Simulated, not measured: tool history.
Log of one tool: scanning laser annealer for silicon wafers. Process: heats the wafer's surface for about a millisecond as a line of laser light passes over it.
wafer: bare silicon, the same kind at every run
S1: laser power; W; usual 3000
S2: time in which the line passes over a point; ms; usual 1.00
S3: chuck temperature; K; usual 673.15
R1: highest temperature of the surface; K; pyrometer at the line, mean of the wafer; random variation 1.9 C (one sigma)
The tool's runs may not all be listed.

Run 1, hour 0.0: usual settings. Result: R1 1427.15 K.
Run 2, hour 23.6: usual settings. Result: R1 1430.15 K.
Run 3, hour 66.9: usual settings but S3 680.15 K. Result: R1 1429.15 K.
Run 4, hour 115.2: usual settings. Result: R1 1423.15 K.
At hour 153.7: window over the wafer cleaned.
Run 5, hour 153.7: usual settings but S2 0.97 ms. Result: R1 1402.15 K.
Run 6, hour 196.7: usual settings but S2 0.97 ms. Result: R1 1403.15 K.
Run 7, hour 241.0: usual settings but S2 0.97 ms. Result: R1 1402.15 K.
Run 8, hour 266.1: usual settings. Result: R1 1417.15 K.
Run 9, hour 292.0: usual settings. Result: R1 1413.15 K.
Run 10, hour 340.2: usual settings. Result: R1 1412.15 K.

The next listed run, before its measurement:
Run 11, hour 384.6: usual settings. Result: R1 ?.

R1: 1408.15 K
Without the tool's hidden state the same run would have given R1 1452.15 K.

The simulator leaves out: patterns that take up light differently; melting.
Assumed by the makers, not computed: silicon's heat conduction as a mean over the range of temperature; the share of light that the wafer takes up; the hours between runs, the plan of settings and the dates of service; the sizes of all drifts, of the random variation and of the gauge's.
